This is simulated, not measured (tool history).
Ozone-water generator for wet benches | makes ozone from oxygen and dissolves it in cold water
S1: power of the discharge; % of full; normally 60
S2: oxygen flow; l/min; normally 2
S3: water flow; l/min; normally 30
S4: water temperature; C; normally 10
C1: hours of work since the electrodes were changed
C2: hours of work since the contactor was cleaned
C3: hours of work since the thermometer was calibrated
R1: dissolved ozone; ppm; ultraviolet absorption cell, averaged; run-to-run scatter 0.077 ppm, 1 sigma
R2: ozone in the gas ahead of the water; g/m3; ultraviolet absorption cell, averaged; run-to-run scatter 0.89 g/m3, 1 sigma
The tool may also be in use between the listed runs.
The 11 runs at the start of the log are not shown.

Run 12, hour 283.3: usual settings; C1 1053; C2 4701; C3 3720. Result: R1 7.05 ppm, R2 144.5 g/m3.
At hour 290.7: contactor cleaned.
Run 13, hour 308.7: usual settings but S1 97 % of full; C1 1070; C2 14; C3 3737. Result: R1 9.37 ppm, R2 198.9 g/m3.
Run 14, hour 340.1: usual settings but S1 83 % of full; C1 1094; C2 39; C3 3762. Result: R1 8.43 ppm, R2 180.6 g/m3.
Run 15, hour 360.4: usual settings but S2 1.69 l/min; C1 1110; C2 55; C3 3778. Result: R1 6.53 ppm, R2 160.2 g/m3.
Run 16, hour 396.2: usual settings but S2 1.69 l/min; C1 1139; C2 84; C3 3806. Result: R1 6.58 ppm, R2 159.2 g/m3.
Run 17, hour 424.1: usual settings but S2 1.69 l/min; C1 1161; C2 106; C3 3828. Result: R1 6.46 ppm, R2 161.7 g/m3.
At hour 454.4: contactor cleaned, once more.
Run 18, hour 456.4: usual settings but S2 1.69 l/min, S4 17 C; C1 1183; C2 2; C3 3851. Result: R1 6.67 ppm, R2 160.1 g/m3.
Run 19, hour 473.3: usual settings but S1 70 % of full, S2 1.69 l/min, S3 41 l/min, S4 17 C; C1 1197; C2 15; C3 3864. Result: R1 5.33 ppm, R2 178.6 g/m3.
Run 20, hour 489.3: usual settings but S2 3.42 l/min; C1 1209; C2 28; C3 3877. Result: R1 8.08 ppm, R2 105.7 g/m3.
Run 21, hour 522.9: usual settings but S2 1.46 l/min, S4 6 C; C1 1236; C2 54; C3 3903. Result: R1 6.5 ppm, R2 175.6 g/m3.
Run 22, hour 554.1: usual settings but S2 1.29 l/min, S4 6 C; C1 1261; C2 79; C3 3928. Result: R1 6.32 ppm, R2 190.6 g/m3.
Run 23, hour 574.4: usual settings but S1 95 % of full, S2 1.29 l/min, S4 6 C; C1 1277; C2 95; C3 3944. Result: R1 8.53 ppm, R2 253 g/m3.
Run 24, hour 603.6: usual settings but S1 95 % of full, S2 1.29 l/min, S4 6 C; C1 1300; C2 118; C3 3967. Result: R1 8.47 ppm, R2 254.8 g/m3.
Run 25, hour 633.7: usual settings but S1 90 % of full; C1 1324; C2 142; C3 3991. Result: R1 9.27 ppm, R2 189.4 g/m3.
Run 26, hour 655.1: usual settings but S1 43 % of full, S2 3.42 l/min, S3 41 l/min, S4 6 C; C1 1341; C2 159; C3 4008. Result: R1 4.71 ppm, R2 84.4 g/m3.
Run 27, hour 691.2: usual settings but S1 62 % of full, S2 3.15 l/min, S3 38 l/min, S4 8 C; C1 1369; C2 187; C3 4036. Result: R1 6.59 ppm, R2 113.4 g/m3.
Run 28, hour 713.3: usual settings but S1 62 % of full, S2 3.15 l/min, S3 21 l/min, S4 8 C; C1 1387; C2 205; C3 4054. Result: R1 11.19 ppm, R2 114.3 g/m3.
Run 29, hour 742.9: usual settings but S1 62 % of full, S2 3.15 l/min, S3 21 l/min, S4 8 C; C1 1410; C2 228; C3 4077. Result: R1 11.26 ppm, R2 111.7 g/m3.
At hour 766: water thermometer calibrated.
Run 30, hour 766: usual settings but S1 62 % of full, S2 3.15 l/min, S3 38 l/min, S4 11 C; C1 1428; C2 246; C3 0. Result: R1 6.33 ppm, R2 113.5 g/m3.
Run 31, hour 799.3: usual settings but S2 1.57 l/min, S4 12 C; C1 1454; C2 273; C3 26. Result: R1 6.64 ppm, R2 165.2 g/m3.
Run 32, hour 832.2: usual settings but S2 1.57 l/min, S4 12 C; C1 1480; C2 299; C3 52. Result: R1 6.58 ppm, R2 167.1 g/m3.

Each row is a separate what-if for the run after 32, all from the same tool condition, not one after another. Results?
Run A, hour 848: usual settings but S1 46 % of full, S3 18 l/min; C1 1493; C2 311; C3 65. Result: R1 ?, R2 ?.
Run B, hour 848: usual settings but S1 65 % of full, S2 1.24 l/min, S3 32 l/min, S4 12 C; C1 1493; C2 311; C3 65. Result: R1 ?, R2 ?.
Run C, hour 848: usual settings but S1 49 % of full, S2 1.89 l/min, S3 26 l/min, S4 12 C; C1 1493; C2 311; C3 65. Result: R1 ?, R2 ?.

run    R1     R2
  A  9.69  120.5
  B  6.11  202.3
  C  7.12  131.3
Had the tool no hidden state, the same runs would have come out as:
run    R1     R2
  A  9.83    122
  B  6.23  205.6
  C  7.24    133
